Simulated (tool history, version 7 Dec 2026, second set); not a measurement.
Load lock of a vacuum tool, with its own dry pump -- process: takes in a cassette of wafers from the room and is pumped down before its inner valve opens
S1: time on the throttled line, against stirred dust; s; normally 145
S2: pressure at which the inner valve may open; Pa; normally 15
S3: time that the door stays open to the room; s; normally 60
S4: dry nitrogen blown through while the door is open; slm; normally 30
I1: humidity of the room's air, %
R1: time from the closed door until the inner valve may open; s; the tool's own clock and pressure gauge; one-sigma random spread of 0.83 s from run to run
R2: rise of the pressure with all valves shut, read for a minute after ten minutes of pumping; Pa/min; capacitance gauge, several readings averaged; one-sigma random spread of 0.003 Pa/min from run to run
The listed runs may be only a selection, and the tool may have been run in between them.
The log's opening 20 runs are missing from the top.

run 21 day=126.012 | S1=145 S2=24 S3=46 S4=30 | I1=48.3 | R1=185.5 R2=0.019
run 22 day=132.900 | S1=145 S2=24 S3=46 S4=30 | I1=47.7 | R1=185.5 R2=0.017
run 23 day=137.379 | S1=145 S2=29 S3=138 S4=11 | I1=47.5 | R1=184.0 R2=0.057
run 24 day=142.833 | S1=145 S2=23 S3=138 S4=7 | I1=49.2 | R1=185.5 R2=0.077
run 25 day=148.308 | S1=253 S2=15 S3=174 S4=14 | I1=43.2 | R1=284.7 R2=0.050
run 26 day=154.225 | S1=253 S2=15 S3=177 S4=14 | I1=44.4 | R1=282.0 R2=0.055
run 27 day=160.267 | S1=145 S2=15 S3=60 S4=22 | I1=46.1 | R1=188.5 R2=0.023
run 28 day=167.088 | S1=102 S2=30 S3=145 S4=36 | I1=42.9 | R1=146.9 R2=0.028
run 29 day=172.317 | S1=102 S2=30 S3=145 S4=5 | I1=45.5 | R1=145.5 R2=0.072
run 30 day=178.579 | S1=102 S2=30 S3=145 S4=5 | I1=45.9 | R1=146.2 R2=0.077
run 31 day=185.392 | S1=160 S2=11 S3=49 S4=22 | I1=42.0 | R1=203.4 R2=0.020
run 32 day=190.112 | S1=254 S2=15 S3=32 S4=30 | I1=46.7 | R1=286.3 R2=0.019
run 33 day=196.517 | S1=254 S2=15 S3=32 S4=30 | I1=46.1 | R1=285.6 R2=0.015
run 34 day=205.471 | S1=254 S2=15 S3=32 S4=30 | I1=43.5 | R1=285.3 R2=0.018
run 35 day=213.621 | S1=254 S2=15 S3=32 S4=30 | I1=45.7 | R1=286.1 R2=0.012
run 36 day=217.362 | S1=134 S2=23 S3=60 S4=10 | I1=49.2 | R1=175.7 R2=0.044

Consider 5 possible next runs. They are alternatives, not a sequence: every one starts from the tool as it was left by run 36. What does each give?
run A day=226.004 | S1=152 S2=15 S3=60 S4=30 | I1=46.1 | R1=? R2=?
run B day=226.004 | S1=145 S2=21 S3=60 S4=30 | I1=41.9 | R1=? R2=?
run C day=226.004 | S1=145 S2=15 S3=50 S4=30 | I1=43.3 | R1=? R2=?
run D day=226.004 | S1=145 S2=24 S3=186 S4=30 | I1=41.3 | R1=? R2=?
run E day=226.004 | S1=145 S2=27 S3=60 S4=9 | I1=46.5 | R1=? R2=?

run=A R1=195.0 R2=0.021
run=B R1=186.1 R2=0.026
run=C R1=188.2 R2=0.020
run=D R1=186.9 R2=0.041
run=E R1=183.9 R2=0.041
Without the tool's hidden state the same runs would have given:
run=A R1=194.9 R2=0.021
run=B R1=186.1 R2=0.026
run=C R1=188.2 R2=0.020
run=D R1=186.9 R2=0.041
run=E R1=183.9 R2=0.041
